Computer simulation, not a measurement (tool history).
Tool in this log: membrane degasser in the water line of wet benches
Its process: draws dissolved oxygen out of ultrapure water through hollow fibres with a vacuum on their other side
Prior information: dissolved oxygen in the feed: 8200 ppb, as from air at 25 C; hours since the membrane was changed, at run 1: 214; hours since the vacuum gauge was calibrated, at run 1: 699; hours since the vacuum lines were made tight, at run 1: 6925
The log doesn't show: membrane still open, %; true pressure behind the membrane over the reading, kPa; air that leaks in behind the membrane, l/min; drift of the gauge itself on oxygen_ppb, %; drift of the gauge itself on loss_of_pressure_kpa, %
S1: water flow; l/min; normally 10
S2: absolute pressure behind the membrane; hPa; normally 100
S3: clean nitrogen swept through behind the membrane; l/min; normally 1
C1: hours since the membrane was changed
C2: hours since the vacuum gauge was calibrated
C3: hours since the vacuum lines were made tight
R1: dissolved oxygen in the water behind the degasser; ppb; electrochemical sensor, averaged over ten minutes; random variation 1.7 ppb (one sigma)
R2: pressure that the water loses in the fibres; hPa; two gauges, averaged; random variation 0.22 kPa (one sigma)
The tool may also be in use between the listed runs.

run 1 hour=0 | S1=10 S2=100 S3=1 | C1=214 C2=699 C3=6925 | R1=166.3 R2=549.8
run 2 hour=165.1 | S1=10 S2=100 S3=1 | C1=379 C2=864 C3=7091 | R1=165 R2=553.8
run 3 hour=312.2 | S1=10 S2=100 S3=1 | C1=527 C2=1011 C3=7238 | R1=170.5 R2=553.2
run 4 hour=440.1 | S1=7 S2=100 S3=1 | C1=654 C2=1139 C3=7366 | R1=113.8 R2=386.7
run 5 hour=538.8 | S1=7 S2=100 S3=1 | C1=753 C2=1238 C3=7464 | R1=114.6 R2=388
run 6 hour=629.5 | S1=10 S2=100 S3=1 | C1=844 C2=1328 C3=7555 | R1=167.1 R2=552.3
run 7 hour=789.3 | S1=10 S2=100 S3=1 | C1=1004 C2=1488 C3=7715 | R1=166.9 R2=555.9
run 8 hour=869.9 | S1=10 S2=100 S3=1 | C1=1084 C2=1569 C3=7795 | R1=167.6 R2=551.1
run 9 hour=941.5 | S1=7 S2=146 S3=1 | C1=1156 C2=1640 C3=7867 | R1=187.1 R2=390.4
-- hour=982.9 seals of the vacuum lines changed
run 10 hour=1045.7 | S1=7 S2=146 S3=1.96 | C1=1258 C2=1743 C3=63 | R1=98.3 R2=387
run 11 hour=1145.8 | S1=10 S2=76 S3=0.43 | C1=1358 C2=1843 C3=163 | R1=226.4 R2=556.3
run 12 hour=1316 | S1=10 S2=76 S3=0.79 | C1=1528 C2=2013 C3=333 | R1=136.7 R2=552.1
run 13 hour=1493.3 | S1=12 S2=71 S3=0.51 | C1=1706 C2=2190 C3=510 | R1=221.1 R2=667.9
run 14 hour=1667.4 | S1=6 S2=72 S3=1.04 | C1=1880 C2=2364 C3=685 | R1=56.9 R2=332.2
run 15 hour=1750.1 | S1=10 S2=82 S3=1.85 | C1=1962 C2=2447 C3=767 | R1=73.5 R2=551.2

5 options for the next run, each taken on its own from the tool as it stands now. Forecast them:
run A hour=1889.2 | S1=10 S2=100 S3=1 | C1=2102 C2=2586 C3=906 | R1=? R2=?
run B hour=1889.2 | S1=15 S2=117 S3=1 | C1=2102 C2=2586 C3=906 | R1=? R2=?
run C hour=1889.2 | S1=10 S2=89 S3=1 | C1=2102 C2=2586 C3=906 | R1=? R2=?
run D hour=1889.2 | S1=10 S2=65 S3=1.85 | C1=2102 C2=2586 C3=906 | R1=? R2=?
run E hour=1889.2 | S1=10 S2=156 S3=1.85 | C1=2102 C2=2586 C3=906 | R1=? R2=?

run=A R1=165.2 R2=550.3
run=B R1=350.6 R2=826
run=C R1=141.4 R2=552.5
run=D R1=51.6 R2=552.7
run=E R1=170.3 R2=552.5
Without the tool's unlogged condition, the same runs would have read:
run=A R1=165.1 R2=550.2
run=B R1=350.4 R2=825.8
run=C R1=141.3 R2=552.4
run=D R1=51.6 R2=552.6
run=E R1=170.2 R2=552.3
